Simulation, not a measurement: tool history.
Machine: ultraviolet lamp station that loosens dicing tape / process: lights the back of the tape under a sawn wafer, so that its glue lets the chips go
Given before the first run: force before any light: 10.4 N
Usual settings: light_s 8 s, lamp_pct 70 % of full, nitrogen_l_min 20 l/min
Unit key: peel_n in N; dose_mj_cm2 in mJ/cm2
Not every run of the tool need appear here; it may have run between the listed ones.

run,hour,light_s,lamp_pct,nitrogen_l_min,peel_n,dose_mj_cm2
1,0.0,8,70,20,1.164,408
2,5.6,8,70,20,1.180,412
3,16.8,8,70,20,1.157,408
4,23.8,8,70,18,1.223,399
5,32.6,8,70,18,1.285,401
6,42.5,6,70,18,2.073,298
7,53.5,6,70,18,2.061,297
8,62.4,6,70,18,2.076,299
# hour 64.0: window cleaned of glue's vapour
9,75.9,6,70,18,2.234,288
# hour 83.8: window cleaned of glue's vapour, once more
10,88.5,6,70,18,2.013,309
11,95.6,6,70,18,1.947,315
12,104.5,6,70,17,1.963,309
13,110.1,6,70,17,2.005,308
14,118.0,6,70,12,2.234,306
15,128.6,8,99,17,0.556,575
16,136.1,7,87,32,0.807,445
17,147.4,12,61,8,0.990,529
18,160.3,8,61,24,1.540,345
19,167.9,8,61,24,1.459,344
20,180.0,8,61,24,1.467,351
21,190.9,8,95,24,0.579,540
22,202.1,8,95,24,0.571,539

Below, some changes in peel_n between adjacent runs. For each, the amount present without the hidden state too (settings, incoming material, random variation) and the amount remaining for the hidden state with gauge scatter not shared by both compared results:
Hidden state present: lamp's light, % of a new lamp's; light that the window lets through, % of a clean one's; drift of the gauge itself on peel_n, %; drift of the gauge itself on dose_mj_cm2, %.
Run 9 -> 10: window cleaned of glue's vapour, once more. peel_n -0.221 N: hidden state -0.259, all else +0.038.
Run 14 -> 15: light_s 6 -> 8, lamp_pct 70 -> 99, nitrogen_l_min 12 -> 17. peel_n -1.678 N: hidden state -0.309, all else -1.369.
Run 20 -> 21: lamp_pct 61 -> 95. peel_n -0.888 N: hidden state -0.234, all else -0.654.

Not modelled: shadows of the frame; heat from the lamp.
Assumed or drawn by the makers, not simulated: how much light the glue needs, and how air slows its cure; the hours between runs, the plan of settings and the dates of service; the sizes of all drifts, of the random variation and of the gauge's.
